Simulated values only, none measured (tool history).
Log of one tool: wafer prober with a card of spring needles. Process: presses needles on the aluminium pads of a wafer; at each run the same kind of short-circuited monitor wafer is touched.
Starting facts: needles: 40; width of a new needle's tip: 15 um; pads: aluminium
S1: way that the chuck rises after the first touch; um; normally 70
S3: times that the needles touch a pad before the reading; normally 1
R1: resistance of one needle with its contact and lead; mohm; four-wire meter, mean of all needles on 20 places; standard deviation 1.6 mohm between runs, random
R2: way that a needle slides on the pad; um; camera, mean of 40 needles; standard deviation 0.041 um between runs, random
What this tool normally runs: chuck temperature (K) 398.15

{"run": 1, "hour": 0.0, "S1": 70, "chuck temperature (K)": 398.15, "S3": 1, "R1": 156, "R2": 10.39}
{"hour": 3.0, "done": "tips cleaned on abrasive film"}
{"hour": 10.6, "done": "tips cleaned on abrasive film"}
{"hour": 16.6, "done": "tips cleaned on abrasive film"}
{"hour": 22.6, "done": "tips cleaned on abrasive film"}
{"hour": 28.7, "done": "tips cleaned on abrasive film"}
{"hour": 34.7, "done": "tips cleaned on abrasive film"}
{"hour": 42.3, "done": "tips cleaned on abrasive film"}
{"hour": 48.3, "done": "tips cleaned on abrasive film"}
{"hour": 54.3, "done": "tips cleaned on abrasive film"}
{"run": 2, "hour": 58.1, "S1": 70, "chuck temperature (K)": 398.15, "S3": 2, "R1": 154, "R2": 10.37}
{"hour": 61.2, "done": "tips cleaned on abrasive film"}
{"hour": 68.7, "done": "tips cleaned on abrasive film"}
{"hour": 74.8, "done": "tips cleaned on abrasive film"}
{"hour": 82.3, "done": "tips cleaned on abrasive film"}
{"hour": 88.3, "done": "tips cleaned on abrasive film"}
{"hour": 94.4, "done": "tips cleaned on abrasive film"}
{"hour": 101.9, "done": "tips cleaned on abrasive film"}
{"run": 3, "hour": 106.9, "S1": 70, "chuck temperature (K)": 398.15, "S3": 2, "R1": 156, "R2": 10.29}
{"hour": 108.5, "done": "tips cleaned on abrasive film"}
{"hour": 114.6, "done": "tips cleaned on abrasive film"}
{"hour": 120.6, "done": "tips cleaned on abrasive film"}
{"hour": 126.6, "done": "tips cleaned on abrasive film"}
{"hour": 132.7, "done": "tips cleaned on abrasive film"}
{"hour": 140.2, "done": "tips cleaned on abrasive film"}
{"hour": 147.7, "done": "tips cleaned on abrasive film"}
{"hour": 155.3, "done": "tips cleaned on abrasive film"}
{"hour": 162.8, "done": "tips cleaned on abrasive film"}
{"hour": 168.8, "done": "tips cleaned on abrasive film"}
{"hour": 174.9, "done": "tips cleaned on abrasive film"}
{"run": 4, "hour": 178.5, "S1": 70, "chuck temperature (K)": 398.15, "S3": 2, "R1": 155, "R2": 10.15}
{"hour": 181.5, "done": "tips cleaned on abrasive film"}
{"hour": 189.1, "done": "tips cleaned on abrasive film"}
{"hour": 195.1, "done": "tips cleaned on abrasive film"}
{"hour": 201.1, "done": "tips cleaned on abrasive film"}
{"hour": 207.2, "done": "tips cleaned on abrasive film"}
{"hour": 213.2, "done": "tips cleaned on abrasive film"}
{"hour": 219.3, "done": "tips cleaned on abrasive film"}
{"hour": 225.3, "done": "tips cleaned on abrasive film"}
{"hour": 231.3, "done": "tips cleaned on abrasive film"}
{"hour": 238.9, "done": "tips cleaned on abrasive film"}
{"hour": 246.4, "done": "tips cleaned on abrasive film"}
{"run": 5, "hour": 251.9, "S1": 70, "chuck temperature (K)": 398.15, "S3": 2, "R1": 158, "R2": 10.06}
{"hour": 253.5, "done": "tips cleaned on abrasive film"}
{"hour": 259.5, "done": "tips cleaned on abrasive film"}
{"hour": 265.5, "done": "tips cleaned on abrasive film"}
{"hour": 271.6, "done": "tips cleaned on abrasive film"}
{"hour": 277.6, "done": "tips cleaned on abrasive film"}
{"hour": 285.1, "done": "tips cleaned on abrasive film"}
{"hour": 291.2, "done": "tips cleaned on abrasive film"}
{"run": 6, "hour": 295.6, "S1": 70, "chuck temperature (K)": 398.15, "S3": 2, "R1": 161, "R2": 9.99}
{"hour": 298.7, "done": "tips cleaned on abrasive film"}
{"hour": 304.7, "done": "tips cleaned on abrasive film"}
{"hour": 312.3, "done": "tips cleaned on abrasive film"}
{"hour": 319.8, "done": "tips cleaned on abrasive film"}
{"hour": 325.8, "done": "tips cleaned on abrasive film"}
{"hour": 331.9, "done": "tips cleaned on abrasive film"}
{"hour": 337.9, "done": "tips cleaned on abrasive film"}
{"hour": 343.9, "done": "tips cleaned on abrasive film"}
{"hour": 351.5, "done": "tips cleaned on abrasive film"}
{"hour": 357.5, "done": "tips cleaned on abrasive film"}
{"hour": 360.8, "done": "height of the first contact set anew"}
{"hour": 365.3, "done": "tips cleaned on abrasive film"}
{"hour": 371.6, "done": "tips cleaned on abrasive film"}
{"run": 7, "hour": 371.6, "S1": 70, "chuck temperature (K)": 398.15, "S3": 1, "R1": 154, "R2": 10.41}
{"hour": 379.1, "done": "tips cleaned on abrasive film"}
{"hour": 385.1, "done": "tips cleaned on abrasive film"}
{"hour": 391.2, "done": "tips cleaned on abrasive film"}
{"hour": 397.2, "done": "tips cleaned on abrasive film"}
{"hour": 403.3, "done": "tips cleaned on abrasive film"}
{"hour": 409.3, "done": "tips cleaned on abrasive film"}
{"hour": 415.3, "done": "tips cleaned on abrasive film"}
{"hour": 421.4, "done": "tips cleaned on abrasive film"}
{"hour": 427.4, "done": "tips cleaned on abrasive film"}
{"hour": 433.5, "done": "tips cleaned on abrasive film"}
{"run": 8, "hour": 438.5, "S1": 70, "chuck temperature (K)": 398.15, "S3": 1, "R1": 165, "R2": 10.32}
{"hour": 440.0, "done": "tips cleaned on abrasive film"}
{"hour": 446.1, "done": "tips cleaned on abrasive film"}
{"hour": 453.6, "done": "tips cleaned on abrasive film"}
{"hour": 459.6, "done": "tips cleaned on abrasive film"}
{"hour": 465.7, "done": "tips cleaned on abrasive film"}
{"hour": 473.2, "done": "tips cleaned on abrasive film"}
{"hour": 480.7, "done": "tips cleaned on abrasive film"}
{"hour": 486.8, "done": "tips cleaned on abrasive film"}
{"hour": 492.8, "done": "tips cleaned on abrasive film"}
{"hour": 498.9, "done": "tips cleaned on abrasive film"}
{"hour": 506.4, "done": "tips cleaned on abrasive film"}
{"hour": 512.4, "done": "tips cleaned on abrasive film"}
{"hour": 519.9, "done": "tips cleaned on abrasive film"}
{"run": 9, "hour": 523.9, "S1": 67, "chuck temperature (K)": 398.15, "S3": 1, "R1": 164, "R2": 9.83}
{"hour": 526.9, "done": "tips cleaned on abrasive film"}
{"hour": 533.0, "done": "tips cleaned on abrasive film"}
{"hour": 539.0, "done": "tips cleaned on abrasive film"}
{"hour": 545.1, "done": "tips cleaned on abrasive film"}
{"hour": 551.1, "done": "tips cleaned on abrasive film"}
{"hour": 557.1, "done": "tips cleaned on abrasive film"}
{"hour": 563.2, "done": "tips cleaned on abrasive film"}
{"run": 10, "hour": 569.1, "S1": 67, "chuck temperature (K)": 398.15, "S3": 3, "R1": 159, "R2": 9.75}
{"hour": 570.7, "done": "tips cleaned on abrasive film"}
{"hour": 578.2, "done": "tips cleaned on abrasive film"}
{"hour": 585.7, "done": "tips cleaned on abrasive film"}
{"hour": 591.8, "done": "tips cleaned on abrasive film"}
{"hour": 599.3, "done": "tips cleaned on abrasive film"}
{"hour": 606.8, "done": "tips cleaned on abrasive film"}
{"hour": 614.3, "done": "tips cleaned on abrasive film"}
{"hour": 620.4, "done": "tips cleaned on abrasive film"}
{"hour": 627.9, "done": "tips cleaned on abrasive film"}
{"hour": 635.4, "done": "tips cleaned on abrasive film"}
{"hour": 642.9, "done": "tips cleaned on abrasive film"}
{"run": 11, "hour": 644.2, "S1": 61, "chuck temperature (K)": 325.15, "S3": 3, "R1": 146, "R2": 8.66}
{"hour": 650.3, "done": "tips cleaned on abrasive film"}
{"hour": 656.3, "done": "tips cleaned on abrasive film"}
{"hour": 663.8, "done": "tips cleaned on abrasive film"}
{"hour": 671.4, "done": "tips cleaned on abrasive film"}
{"hour": 677.4, "done": "tips cleaned on abrasive film"}
{"hour": 683.4, "done": "tips cleaned on abrasive film"}
{"hour": 689.5, "done": "tips cleaned on abrasive film"}
{"hour": 695.5, "done": "tips cleaned on abrasive film"}
{"hour": 701.6, "done": "tips cleaned on abrasive film"}
{"hour": 707.6, "done": "tips cleaned on abrasive film"}
{"hour": 713.6, "done": "tips cleaned on abrasive film"}
{"run": 12, "hour": 718.1, "S1": 57, "chuck temperature (K)": 398.15, "S3": 1, "R1": 177, "R2": 8.01}
{"hour": 721.1, "done": "tips cleaned on abrasive film"}
{"hour": 728.7, "done": "tips cleaned on abrasive film"}
{"hour": 734.7, "done": "tips cleaned on abrasive film"}
{"hour": 740.7, "done": "tips cleaned on abrasive film"}
{"hour": 746.8, "done": "tips cleaned on abrasive film"}
{"hour": 748.6, "done": "height of the first contact set anew"}
{"hour": 753.1, "done": "tips cleaned on abrasive film"}
{"hour": 759.2, "done": "tips cleaned on abrasive film"}
{"hour": 765.2, "done": "tips cleaned on abrasive film"}
{"run": 13, "hour": 771.1, "S1": 70, "chuck temperature (K)": 363.15, "S3": 3, "R1": 153, "R2": 10.42}
{"hour": 772.7, "done": "tips cleaned on abrasive film"}
{"hour": 778.7, "done": "tips cleaned on abrasive film"}
{"hour": 784.8, "done": "tips cleaned on abrasive film"}
{"hour": 792.3, "done": "tips cleaned on abrasive film"}
{"hour": 798.3, "done": "tips cleaned on abrasive film"}
{"hour": 804.4, "done": "tips cleaned on abrasive film"}
{"hour": 810.4, "done": "tips cleaned on abrasive film"}
{"hour": 816.4, "done": "tips cleaned on abrasive film"}
{"hour": 824.0, "done": "tips cleaned on abrasive film"}
{"hour": 831.5, "done": "tips cleaned on abrasive film"}
{"hour": 837.5, "done": "tips cleaned on abrasive film"}
{"hour": 843.6, "done": "tips cleaned on abrasive film"}
{"run": 14, "hour": 845.0, "S1": 71, "chuck temperature (K)": 324.15, "S3": 2, "R1": 142, "R2": 10.46}
{"hour": 851.1, "done": "tips cleaned on abrasive film"}
{"hour": 857.1, "done": "tips cleaned on abrasive film"}
{"hour": 863.2, "done": "tips cleaned on abrasive film"}
{"hour": 869.2, "done": "tips cleaned on abrasive film"}
{"hour": 875.2, "done": "tips cleaned on abrasive film"}
{"hour": 881.3, "done": "tips cleaned on abrasive film"}
{"hour": 888.8, "done": "tips cleaned on abrasive film"}
{"hour": 894.8, "done": "tips cleaned on abrasive film"}
{"hour": 902.4, "done": "tips cleaned on abrasive film"}
{"hour": 908.4, "done": "tips cleaned on abrasive film"}
{"hour": 914.5, "done": "tips cleaned on abrasive film"}
{"hour": 920.5, "done": "tips cleaned on abrasive film"}
{"hour": 926.5, "done": "tips cleaned on abrasive film"}
{"run": 15, "hour": 930.4, "S1": 71, "chuck temperature (K)": 324.15, "S3": 2, "R1": 145, "R2": 10.37}
{"hour": 933.5, "done": "tips cleaned on abrasive film"}
{"hour": 939.5, "done": "tips cleaned on abrasive film"}
{"hour": 945.5, "done": "tips cleaned on abrasive film"}
{"hour": 951.6, "done": "tips cleaned on abrasive film"}
{"hour": 957.6, "done": "tips cleaned on abrasive film"}
{"hour": 965.2, "done": "tips cleaned on abrasive film"}
{"hour": 972.7, "done": "tips cleaned on abrasive film"}
{"hour": 978.7, "done": "tips cleaned on abrasive film"}
{"hour": 984.8, "done": "tips cleaned on abrasive film"}
{"hour": 990.8, "done": "tips cleaned on abrasive film"}
{"hour": 996.8, "done": "tips cleaned on abrasive film"}
{"run": 16, "hour": 1000.6, "S1": 71, "chuck temperature (K)": 324.15, "S3": 2, "R1": 148, "R2": 10.25}
{"hour": 1003.7, "done": "tips cleaned on abrasive film"}
{"hour": 1009.8, "done": "tips cleaned on abrasive film"}
{"hour": 1017.3, "done": "tips cleaned on abrasive film"}
{"hour": 1023.3, "done": "tips cleaned on abrasive film"}
{"hour": 1030.8, "done": "tips cleaned on abrasive film"}
{"hour": 1036.9, "done": "tips cleaned on abrasive film"}
{"hour": 1042.9, "done": "tips cleaned on abrasive film"}
{"hour": 1049.0, "done": "tips cleaned on abrasive film"}
{"hour": 1056.5, "done": "tips cleaned on abrasive film"}
{"run": 17, "hour": 1060.8, "S1": 53, "chuck temperature (K)": 398.15, "S3": 2, "R1": 172, "R2": 7.38}

What does the tool deliver on the next run?
{"hour": 1063.8, "done": "tips cleaned on abrasive film"}
{"hour": 1069.9, "done": "tips cleaned on abrasive film"}
{"hour": 1075.9, "done": "tips cleaned on abrasive film"}
{"hour": 1082.0, "done": "tips cleaned on abrasive film"}
{"hour": 1088.0, "done": "tips cleaned on abrasive film"}
{"hour": 1094.0, "done": "tips cleaned on abrasive film"}
{"hour": 1100.1, "done": "tips cleaned on abrasive film"}
{"hour": 1106.1, "done": "tips cleaned on abrasive film"}
{"hour": 1112.2, "done": "tips cleaned on abrasive film"}
{"hour": 1118.2, "done": "tips cleaned on abrasive film"}
{"hour": 1124.2, "done": "tips cleaned on abrasive film"}
{"hour": 1131.8, "done": "tips cleaned on abrasive film"}
{"hour": 1136.5, "done": "height of the first contact set anew"}
{"hour": 1138.1, "done": "tips cleaned on abrasive film"}
{"hour": 1145.6, "done": "tips cleaned on abrasive film"}
{"run": 18, "hour": 1145.7, "S1": 62, "chuck temperature (K)": 301.15, "S3": 1, "R1": "?", "R2": "?"}

{"run 18": {"R1": 139, "R2": 9.25}}
If the tool had no hidden condition, the same run with the same run-to-run variation would have returned R1 133 mohm, R2 9.27 um.
